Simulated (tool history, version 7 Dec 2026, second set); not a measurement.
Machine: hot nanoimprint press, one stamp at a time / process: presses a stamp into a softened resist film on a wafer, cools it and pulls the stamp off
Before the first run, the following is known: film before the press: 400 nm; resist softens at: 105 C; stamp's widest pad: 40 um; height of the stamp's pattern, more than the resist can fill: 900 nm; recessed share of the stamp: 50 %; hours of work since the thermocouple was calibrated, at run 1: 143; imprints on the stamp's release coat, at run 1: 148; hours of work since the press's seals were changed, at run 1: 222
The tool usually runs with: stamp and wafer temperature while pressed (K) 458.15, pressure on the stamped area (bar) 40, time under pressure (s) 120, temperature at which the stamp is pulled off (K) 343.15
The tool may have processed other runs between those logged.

| run | hour | stamp and wafer temperature while pressed (K) | pressure on the stamped area (bar) | time under pressure (s) | temperature at which the stamp is pulled off (K) | hours of work since the thermocouple was calibrated | imprints on the stamp's release coat | hours of work since the press's seals were changed | resist left under the stamp's widest pad (angstrom) | greatest force while the stamp is pulled off (N) |
|---|---|---|---|---|---|---|---|---|---|---|
| 1 | 0 | 458.15 | 40 | 120 | 343.15 | 143 | 148 | 222 | 1417 | 217 |
| 2 | 10.3 | 458.15 | 40 | 120 | 334.15 | 150 | 188 | 230 | 1414 | 239 |
| 3 | 30.4 | 458.15 | 39.8 | 120 | 343.15 | 164 | 265 | 244 | 1418 | 229 |
| 4 | 41.1 | 458.15 | 39.8 | 120 | 343.15 | 172 | 306 | 252 | 1423 | 231 |
| 5 | 62 | 447.15 | 40 | 120 | 343.15 | 187 | 386 | 267 | 1954 | 227 |
| 6 | 78.4 | 447.15 | 40 | 120 | 343.15 | 199 | 449 | 278 | 1954 | 227 |
| 7 | 91 | 458.15 | 40 | 120 | 343.15 | 208 | 498 | 287 | 1408 | 234 |
| 8 | 108.3 | 458.15 | 40 | 120 | 343.15 | 220 | 564 | 300 | 1409 | 243 |
| 9 | 131.1 | 458.15 | 40 | 120 | 343.15 | 236 | 652 | 316 | 1411 | 233 |
| 10 | 150.8 | 458.15 | 40 | 120 | 343.15 | 250 | 727 | 330 | 1411 | 238 |
| 11 | 170.2 | 458.15 | 40 | 120 | 343.15 | 264 | 802 | 344 | 1407 | 238 |
| 12 | 186.9 | 458.15 | 40 | 120 | 343.15 | 276 | 866 | 356 | 1403 | 251 |
| 13 | 208.7 | 458.15 | 40 | 120 | 343.15 | 292 | 949 | 371 | 1404 | 250 |
| 14 | 227.6 | 458.15 | 40 | 120 | 343.15 | 305 | 1022 | 385 | 1405 | 245 |
| 15 | 240.7 | 458.15 | 40 | 120 | 331.15 | 315 | 1072 | 394 | 1410 | 262 |
| 16 | 257.5 | 458.15 | 40 | 120 | 331.15 | 327 | 1137 | 406 | 1406 | 264 |

Run 17 has not been measured yet. What should we expect?
| 17 | 275.6 | 453.15 | 40 | 120 | 334.15 | 340 | 1206 | 419 | ? | ? |

Run 17 gave resist left under the stamp's widest pad (angstrom) 1623, greatest force while the stamp is pulled off (N) 268.
On a tool with no hidden condition, and with the same random variation, this run would have come out at resist left under the stamp's widest pad (angstrom) 1634, greatest force while the stamp is pulled off (N) 230.
